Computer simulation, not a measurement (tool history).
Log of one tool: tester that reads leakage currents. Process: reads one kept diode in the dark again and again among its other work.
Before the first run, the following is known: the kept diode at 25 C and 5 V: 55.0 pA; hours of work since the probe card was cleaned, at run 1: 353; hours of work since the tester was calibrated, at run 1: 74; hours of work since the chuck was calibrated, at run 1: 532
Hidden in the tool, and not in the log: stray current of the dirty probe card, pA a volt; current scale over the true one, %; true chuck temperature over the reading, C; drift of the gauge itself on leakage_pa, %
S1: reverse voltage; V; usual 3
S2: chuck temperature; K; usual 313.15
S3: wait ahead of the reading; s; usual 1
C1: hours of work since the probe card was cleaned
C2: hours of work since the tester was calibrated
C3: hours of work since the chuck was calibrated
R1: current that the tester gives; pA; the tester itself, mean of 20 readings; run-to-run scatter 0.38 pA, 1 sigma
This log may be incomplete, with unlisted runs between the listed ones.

run	day	S1	S2	S3	C1	C2	C3	R1
1	0	3	313.15	1	353	74	532	127.68
2	1.067	3	313.15	1	370	91	549	128.3
3	2.379	3	313.15	1	391	112	570	128.47
4	3.3	3	313.15	1	406	127	585	127.99
5	4.658	3	294.15	1	427	148	606	34.74
6	5.379	3	294.15	1	439	160	618	34.9
7	5.996	3	313.15	1	449	169	628	129.24
8	6.917	3	313.15	1	463	184	642	128.14
9	7.829	3	313.15	1	478	199	657	128.5
10	8.758	1.74	313.15	1	492	213	672	99.65
11	9.896	1.74	313.15	1	510	231	690	99.85
12	10.962	1.74	325.15	1	527	248	707	213.53
13	12.279	3	313.15	1	548	269	727	129.58
14	12.917	3	313.15	1	558	279	738	129.92
15	13.979	3	313.15	1	575	296	754	129.75
16	15.404	4.94	320.15	1	598	319	777	258.07
17	16.212	4.94	320.15	1	611	332	790	257.31
18	16.833	4.94	320.15	1	621	342	800	256.92
19	17.85	1.8	298.15	1.69	637	358	816	36.43
20	19.292	3	316.15	3.94	660	381	839	157.64
21	20.571	17.73	313.15	1	680	401	859	305.42
22	21.375	4.87	332.15	0.6	693	414	872	530.52

Run 23, settings as shown, results not yet in. Your forecast:
23	22.442	1.35	308.15	1.57	710	431	889	?

Run 23 yielded R1 64.15 pA.
Were there no unlogged condition in the tool, this run, its random variation unchanged, would have produced R1 60.66 pA.
